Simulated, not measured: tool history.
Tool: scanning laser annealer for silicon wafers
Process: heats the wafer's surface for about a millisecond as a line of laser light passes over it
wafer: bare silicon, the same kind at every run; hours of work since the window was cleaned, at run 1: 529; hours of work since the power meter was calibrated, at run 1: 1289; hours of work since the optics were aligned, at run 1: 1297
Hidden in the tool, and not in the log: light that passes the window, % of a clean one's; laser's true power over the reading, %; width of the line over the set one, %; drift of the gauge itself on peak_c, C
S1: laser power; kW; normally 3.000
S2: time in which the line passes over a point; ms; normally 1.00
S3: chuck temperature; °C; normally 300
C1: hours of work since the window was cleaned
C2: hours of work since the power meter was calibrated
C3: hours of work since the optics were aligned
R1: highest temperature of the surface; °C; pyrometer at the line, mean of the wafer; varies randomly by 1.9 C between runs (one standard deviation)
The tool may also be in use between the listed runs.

run    hour     S1    S2   S3   C1    C2    C3    R1
  1     0.0  3.000  1.00  300  529  1289  1297  1083
  2    52.4  3.000  1.00  300  565  1325  1333  1084
  3    87.7  3.163  1.00  300  589  1349  1357  1119
  4   156.7  3.163  1.00  300  636  1396  1404  1122
  5   203.2  3.163  1.00  290  668  1428  1436  1108
      212.8  -- optics aligned, line set to its width
  6   272.6  3.163  1.00  290  712  1472    41  1128
      292.1  -- window over the wafer cleaned
  7   317.4  3.163  1.00  290   17  1501    70  1163
  8   369.8  3.163  1.00  290   53  1537   106  1162
  9   423.8  3.163  1.00  335   90  1574   143  1201
 10   498.8  3.163  1.00  335  141  1625   194  1200
 11   556.1  3.163  0.91  335  180  1664   233  1161
 12   601.0  3.163  0.91  335  211  1695   264  1167
 13   640.2  3.163  0.91  335  238  1721   291  1160
 14   677.5  3.163  0.91  335  263  1747   316  1160
 15   752.1  3.163  0.91  335  314  1798   367  1153
 16   820.6  3.000  1.00  300  361  1845   414  1106
 17   857.4  3.194  1.00  300  386  1870   439  1157
 18   905.1  3.000  1.00  300  419  1903   472  1103
 19   962.2  3.000  1.00  300  458  1942   511  1096
 20  1004.8  3.000  1.00  300  487  1971   540  1096
 21  1043.5  3.000  0.70  300  514  1997   566   985
 22  1123.7  2.902  1.10  300  568  2052   621  1090
     1131.6  -- laser's power meter calibrated
 23  1169.6  2.902  1.11  262  598    26   651  1066
 24  1234.4  2.902  1.11  262  642    70   695  1061
 25  1309.0  3.115  1.07  300  693   121   746  1140
 26  1347.4  3.115  1.07  300  719   147   772  1143
     1353.6  -- window over the wafer cleaned
 27  1397.3  2.949  1.07  300   30   180   805  1131
 28  1470.7  2.949  1.07  300   80   230   855  1128
 29  1515.6  2.949  1.07  300  111   261   886  1128
 30  1557.4  3.237  0.72  300  139   290   914  1070
     1584.0  -- laser's power meter calibrated, once more
 31  1614.3  2.999  1.09  263  176    21   951  1098
 32  1675.5  2.907  1.03  309  218    63   993  1095
 33  1711.5  2.907  1.03  309  243    87  1017  1094
 34  1770.4  2.907  1.03  309  283   127  1058  1092
 35  1836.5  2.907  1.03  309  328   173  1103  1087
 36  1912.8  2.945  0.87  311  380   225  1155  1044
 37  1968.8  2.945  0.87  311  418   263  1193  1041
 38  2021.1  2.990  0.87  270  454   299  1229  1010
 39  2072.0  3.000  1.05  300  489   334  1264  1102
 40  2145.7  3.016  0.78  265  539   384  1314   972
 41  2205.7  3.000  0.91  300  580   425  1355  1048

Branching from run 41: 3 alternative next runs. What would each branch give?
  A  2276.4  3.203  1.00  300  629  473  1403   ?
  B  2276.4  3.000  0.91  308  629  473  1403   ?
  C  2276.4  3.000  0.85  300  629  473  1403   ?

run    R1
  A  1129
  B  1057
  C  1025
What these runs would have given with no unlogged condition in the tool:
run    R1
  A  1186
  B  1108
  C  1075
